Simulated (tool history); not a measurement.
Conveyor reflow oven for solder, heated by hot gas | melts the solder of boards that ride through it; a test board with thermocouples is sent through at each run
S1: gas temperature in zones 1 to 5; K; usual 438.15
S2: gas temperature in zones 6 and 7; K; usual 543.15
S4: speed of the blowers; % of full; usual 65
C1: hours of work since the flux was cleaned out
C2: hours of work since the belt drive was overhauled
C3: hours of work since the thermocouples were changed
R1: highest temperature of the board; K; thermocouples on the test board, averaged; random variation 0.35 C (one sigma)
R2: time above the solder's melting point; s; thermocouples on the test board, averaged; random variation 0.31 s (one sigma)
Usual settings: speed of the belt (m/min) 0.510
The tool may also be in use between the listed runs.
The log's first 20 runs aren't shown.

run 21 hour=1339.1 | S1=428.15 S2=541.15 speed_of_the_belt_(m/min)=0.462 S4=87 | C1=108 C2=535 C3=533 | R1=530.25 R2=76.5
run 22 hour=1388.1 | S1=428.15 S2=541.15 speed_of_the_belt_(m/min)=0.462 S4=87 | C1=130 C2=556 C3=555 | R1=529.95 R2=76.1
run 23 hour=1443.2 | S1=428.15 S2=541.15 speed_of_the_belt_(m/min)=0.462 S4=87 | C1=154 C2=581 C3=579 | R1=530.05 R2=76.2
run 24 hour=1512.5 | S1=426.15 S2=543.15 speed_of_the_belt_(m/min)=0.510 S4=65 | C1=185 C2=612 C3=610 | R1=522.65 R2=59.7
run 25 hour=1592.3 | S1=426.15 S2=543.15 speed_of_the_belt_(m/min)=0.510 S4=65 | C1=220 C2=647 C3=645 | R1=522.95 R2=60.0
run 26 hour=1677.0 | S1=426.15 S2=543.15 speed_of_the_belt_(m/min)=0.510 S4=65 | C1=258 C2=684 C3=683 | R1=522.65 R2=59.9
-- hour=1686.8 flux residue cleaned out of gas plates and filters
run 27 hour=1753.9 | S1=426.15 S2=543.15 speed_of_the_belt_(m/min)=0.510 S4=65 | C1=30 C2=716 C3=714 | R1=522.65 R2=59.8
run 28 hour=1823.5 | S1=426.15 S2=543.15 speed_of_the_belt_(m/min)=0.510 S4=65 | C1=61 C2=747 C3=745 | R1=523.15 R2=60.3
run 29 hour=1868.5 | S1=438.15 S2=543.15 speed_of_the_belt_(m/min)=0.468 S4=75 | C1=81 C2=767 C3=765 | R1=529.95 R2=78.0

Forecast run 30:
run 30 hour=1922.4 | S1=447.15 S2=531.15 speed_of_the_belt_(m/min)=0.468 S4=79 | C1=104 C2=791 C3=789 | R1=? R2=?

R1: 521.45 K
R2: 75.4 s
Without the tool's hidden state the same run would have given R1 521.55 K, R2 75.5 s.

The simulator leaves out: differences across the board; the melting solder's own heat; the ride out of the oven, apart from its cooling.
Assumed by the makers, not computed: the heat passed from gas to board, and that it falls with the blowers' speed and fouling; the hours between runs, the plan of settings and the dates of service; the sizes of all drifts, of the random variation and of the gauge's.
